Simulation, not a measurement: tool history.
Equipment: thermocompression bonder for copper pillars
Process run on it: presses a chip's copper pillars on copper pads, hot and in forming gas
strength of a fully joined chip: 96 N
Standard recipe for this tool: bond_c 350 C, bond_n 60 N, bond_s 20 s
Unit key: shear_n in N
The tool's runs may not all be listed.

| run | day | bond_c | bond_n | bond_s | shear_n |
|---|---|---|---|---|---|
| 1 | 0 | 350 | 60 | 20 | 34.3 |
| 2 | 0.438 | 350 | 60 | 13 | 28.5 |
| 3 | 1.054 | 350 | 60 | 20 | 33.8 |
| 4 | 1.867 | 350 | 60 | 20 | 34.2 |
| 5 | 2.292 | 350 | 60 | 20 | 34.3 |
| 6 | 2.862 | 350 | 60 | 20 | 34.6 |
| 7 | 3.662 | 350 | 60 | 15 | 30.6 |
| 8 | 4.208 | 350 | 60 | 15 | 30.4 |
| 9 | 4.975 | 342 | 60 | 20 | 30.9 |
| 10 | 5.938 | 371 | 60 | 20 | 43.6 |
| 11 | 6.896 | 328 | 60 | 20 | 25.3 |
| 12 | 7.662 | 350 | 60 | 20 | 34 |
| 13 | 8.258 | 350 | 60 | 20 | 33.8 |
| 14 | 8.683 | 350 | 60 | 20 | 33.9 |
| 15 | 9.129 | 350 | 60 | 20 | 34.4 |
| 16 | 9.762 | 350 | 60 | 41 | 44.6 |
| 17 | 10.338 | 367 | 52 | 20 | 36.1 |
| 18 | 11.142 | 333 | 83 | 14 | 34 |
| 19 | 12.175 | 333 | 83 | 14 | 33 |
| 20 | 13 | 362 | 46 | 34 | 37 |
| 21 | 13.917 | 324 | 82 | 17 | 31.2 |
| 22 | 14.771 | 324 | 82 | 17 | 31.1 |
| 23 | 15.679 | 324 | 82 | 17 | 30.9 |
| 24 | 16.383 | 372 | 62 | 41 | 57.8 |
| 25 | 17.375 | 368 | 60 | 46 | 55.8 |
| 26 | 17.996 | 368 | 60 | 46 | 56.2 |
| 27 | 18.629 | 368 | 60 | 46 | 56 |
| 28 | 19.35 | 344 | 45 | 46 | 32.1 |
| 29 | 20.029 | 344 | 45 | 46 | 32.3 |
| 30 | 20.938 | 379 | 45 | 11 | 27.8 |
| 31 | 21.567 | 362 | 60 | 28 | 44.5 |
| 32 | 22.208 | 362 | 60 | 28 | 44.8 |

Taken out of this log: 1 entry between the listed runs. Where each belongs, and how the hidden state differs across it:
Between runs 15 and 16: forming gas filter changed (day 9.538)
  force that reaches the chip, % of what is set: 100.3 -> 100.4; oxide that the forming gas leaves, % of the face: 0.84 -> 0.52

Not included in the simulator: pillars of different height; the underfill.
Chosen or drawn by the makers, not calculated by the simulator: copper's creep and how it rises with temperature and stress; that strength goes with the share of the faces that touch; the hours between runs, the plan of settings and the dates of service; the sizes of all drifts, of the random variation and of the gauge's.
